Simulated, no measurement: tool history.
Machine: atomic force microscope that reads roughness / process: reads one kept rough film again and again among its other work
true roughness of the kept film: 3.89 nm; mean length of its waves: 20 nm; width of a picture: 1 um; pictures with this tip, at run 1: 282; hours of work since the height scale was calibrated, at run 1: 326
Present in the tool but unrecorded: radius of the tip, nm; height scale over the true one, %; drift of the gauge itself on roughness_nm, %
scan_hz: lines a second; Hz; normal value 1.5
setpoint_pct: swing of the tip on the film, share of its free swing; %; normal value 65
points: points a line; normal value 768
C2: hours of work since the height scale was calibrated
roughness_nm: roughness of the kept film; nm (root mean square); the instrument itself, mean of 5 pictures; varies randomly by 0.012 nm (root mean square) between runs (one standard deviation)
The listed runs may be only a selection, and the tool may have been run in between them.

Run 1, hour 0: usual settings; pictures with this tip 282; C2 326. Result: roughness_nm 1.908 nm (root mean square).
Run 2, hour 16.2: usual settings but points 906; pictures with this tip 300; C2 335. Result: roughness_nm 1.873 nm (root mean square).
Run 3, hour 23: usual settings but points 906; pictures with this tip 308; C2 339. Result: roughness_nm 1.866 nm (root mean square).
Run 4, hour 29.9: usual settings but points 906; pictures with this tip 316; C2 343. Result: roughness_nm 1.836 nm (root mean square).
Run 5, hour 36.7: usual settings but points 906; pictures with this tip 324; C2 347. Result: roughness_nm 1.819 nm (root mean square).
At hour 47.1: new tip fitted.
Run 6, hour 47.1: usual settings; pictures with this tip 0; C2 353. Result: roughness_nm 2.813 nm (root mean square).
Run 7, hour 57.1: usual settings but scan_hz 0.51 Hz; pictures with this tip 11; C2 358. Result: roughness_nm 2.868 nm (root mean square).
Run 8, hour 68.2: usual settings; pictures with this tip 24; C2 365. Result: roughness_nm 2.686 nm (root mean square).
Run 9, hour 85: usual settings but scan_hz 0.84 Hz; pictures with this tip 44; C2 375. Result: roughness_nm 2.693 nm (root mean square).
Run 10, hour 97.6: usual settings but scan_hz 0.84 Hz; pictures with this tip 58; C2 382. Result: roughness_nm 2.623 nm (root mean square).
Run 11, hour 108.7: usual settings but scan_hz 0.84 Hz; pictures with this tip 71; C2 388. Result: roughness_nm 2.583 nm (root mean square).
Run 12, hour 121.5: usual settings but scan_hz 0.84 Hz; pictures with this tip 86; C2 396. Result: roughness_nm 2.484 nm (root mean square).
Run 13, hour 132: usual settings but scan_hz 0.84 Hz, points 585; pictures with this tip 98; C2 402. Result: roughness_nm 2.466 nm (root mean square).
Run 14, hour 147.2: usual settings but scan_hz 2.23 Hz, points 585; pictures with this tip 116; C2 410. Result: roughness_nm 2.272 nm (root mean square).
Run 15, hour 161.4: usual settings but scan_hz 2.23 Hz, setpoint_pct 79 %, points 514; pictures with this tip 132; C2 419. Result: roughness_nm 2.033 nm (root mean square).
Run 16, hour 177.8: usual settings but scan_hz 2.23 Hz, setpoint_pct 79 %, points 514; pictures with this tip 151; C2 428. Result: roughness_nm 1.995 nm (root mean square).
Run 17, hour 189.6: usual settings but scan_hz 2.84 Hz, setpoint_pct 87 %, points 564; pictures with this tip 165; C2 435. Result: roughness_nm 1.705 nm (root mean square).

Run 18, settings as shown, results not yet in. Your forecast:
Run 18, hour 201.4: usual settings but scan_hz 0.5 Hz, setpoint_pct 57 %, points 800; pictures with this tip 179; C2 442. Result: roughness_nm ?.

roughness_nm: 2.267 nm (root mean square)
Were there no unlogged condition in the tool, this run, its random variation unchanged, would have produced roughness_nm 3.021 nm (root mean square).

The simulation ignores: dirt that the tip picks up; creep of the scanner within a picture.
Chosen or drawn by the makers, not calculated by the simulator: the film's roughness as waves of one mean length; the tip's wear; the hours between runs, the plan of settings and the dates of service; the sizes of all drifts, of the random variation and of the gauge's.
